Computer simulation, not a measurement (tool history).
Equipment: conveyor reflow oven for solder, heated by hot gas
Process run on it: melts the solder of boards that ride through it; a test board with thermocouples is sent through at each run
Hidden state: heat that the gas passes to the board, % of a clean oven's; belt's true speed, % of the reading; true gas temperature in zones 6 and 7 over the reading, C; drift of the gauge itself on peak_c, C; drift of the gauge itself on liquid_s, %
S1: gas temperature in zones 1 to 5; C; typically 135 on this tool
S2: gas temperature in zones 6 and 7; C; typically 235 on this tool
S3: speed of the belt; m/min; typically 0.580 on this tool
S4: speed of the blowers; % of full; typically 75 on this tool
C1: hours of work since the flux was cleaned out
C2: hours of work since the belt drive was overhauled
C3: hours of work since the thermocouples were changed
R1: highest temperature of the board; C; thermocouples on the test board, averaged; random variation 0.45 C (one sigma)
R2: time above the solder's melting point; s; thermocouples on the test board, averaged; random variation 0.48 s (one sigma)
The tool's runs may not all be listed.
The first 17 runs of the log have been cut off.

run	day	S1	S2	S3	S4	C1	C2	C3	R1	R2
18	20.000	121	229	0.647	61	18	612	356	197.7	27.5
19	21.500	121	236	0.647	53	44	639	382	198.2	27.6
20	22.825	121	236	0.647	53	67	662	405	198.7	28.3
21	24.238	121	227	0.647	81	92	686	430	204.6	37.8
22	25.762	135	233	0.580	67	118	713	456	211.3	53.8
23	27.058	135	233	0.580	67	141	736	479	211.0	53.5
24	28.367	135	233	0.462	67	164	758	502	219.4	78.7
25	29.067	135	225	0.474	66	176	771	514	210.5	68.0
# day 29.675: flux residue cleaned out of gas plates and filters
26	30.550	135	235	0.580	69	15	793	536	213.2	56.2
27	31.700	135	235	0.580	69	35	813	556	213.8	56.5
28	32.604	135	235	0.580	69	51	829	572	213.8	57.0
29	33.967	135	245	0.639	69	75	853	596	217.6	54.3
30	34.879	126	239	0.639	58	91	868	612	205.7	38.6

Consider 5 possible next runs. They are alternatives, not a sequence: every one starts from the tool as it was left by run 30. What does each give?
A	36.429	131	239	0.639	58	118	896	639	?	?
B	36.429	148	226	0.639	58	118	896	639	?	?
C	36.429	134	237	0.658	58	118	896	639	?	?
D	36.429	135	235	0.524	72	118	896	639	?	?
E	36.429	135	235	0.515	75	118	896	639	?	?

run	R1	R2
A	207.2	41.1
B	201.4	41.9
C	204.3	39.8
D	218.2	68.2
E	219.6	71.0
With the hidden condition removed and each run's random variation left untouched, the same runs would have given:
run	R1	R2
A	207.3	41.2
B	201.5	42.0
C	204.4	39.9
D	218.3	68.3
E	219.7	71.1
